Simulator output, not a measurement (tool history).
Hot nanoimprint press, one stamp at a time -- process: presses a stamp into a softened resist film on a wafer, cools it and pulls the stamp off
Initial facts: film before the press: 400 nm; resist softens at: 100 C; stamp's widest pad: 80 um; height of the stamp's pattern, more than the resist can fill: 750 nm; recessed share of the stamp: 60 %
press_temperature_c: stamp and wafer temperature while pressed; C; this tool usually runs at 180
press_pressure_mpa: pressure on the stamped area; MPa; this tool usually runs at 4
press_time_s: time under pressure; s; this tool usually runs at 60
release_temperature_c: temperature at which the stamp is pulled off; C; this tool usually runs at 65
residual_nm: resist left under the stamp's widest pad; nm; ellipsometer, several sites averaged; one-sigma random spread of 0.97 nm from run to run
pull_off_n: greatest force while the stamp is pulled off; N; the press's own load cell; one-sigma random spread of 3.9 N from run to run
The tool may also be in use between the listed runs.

run,hour,press_temperature_c,press_pressure_mpa,press_time_s,release_temperature_c,residual_nm,pull_off_n
1,0,180,4,60,65,230.4,186
2,10.7,180,4,60,65,230.6,184
3,27.6,180,4,60,65,228.6,190
4,43.3,182,4,60,65,216.5,195
# hour 51.8: plate thermocouple calibrated
5,67.2,180,4,60,64,231.4,189
6,83.7,180,4,60,64,229.1,189
7,97.6,180,4,60,64,230.6,192
8,113.5,180,4,60,65,229.2,183
9,126.7,180,4,60,65,228.3,182
10,141.4,180,4,60,65,230.6,185
11,163.7,180,4,60,65,231,185
12,172.8,180,4,60,65,229.9,190
13,193.8,180,4,60,65,231.5,184
14,214.8,180,4,60,57,231,221
15,229.5,180,4,60,65,230.7,190
16,238.6,180,4,60,65,228.6,192
17,259.7,180,2.56,60,65,266,188
18,278.6,182,3.43,93,72,194.7,161
19,294.7,184,3.56,60,65,211,190
20,307.8,180,4,52,65,241.3,190
21,323.1,180,4,52,65,240,185
22,341.3,189,4,65,65,166.3,187
23,355.7,186,2.76,71,71,206.5,165
24,373.4,186,2.76,71,71,204.2,162
25,394.9,180,4.8,60,68,216.7,180
26,417.1,180,3.12,60,56,250.6,226
27,428.7,180,3.12,60,56,250.4,221
28,441.4,180,3.12,60,56,248.7,218
29,463.7,170,4,96,65,272.3,189

4 options for the next run, each taken on its own from the tool as it stands now. Forecast them:
A,478.7,183,4,88,65,?,?
B,478.7,180,5.28,112,65,?,?
C,478.7,180,2.56,60,65,?,?
D,478.7,170,3.61,96,70,?,?

run,residual_nm,pull_off_n
A,181.6,194
B,163,187
C,266.9,187
D,279.3,174
Without the tool's unlogged condition, the same runs would have read:
run,residual_nm,pull_off_n
A,181.5,193
B,162.8,186
C,266.8,186
D,279.2,174
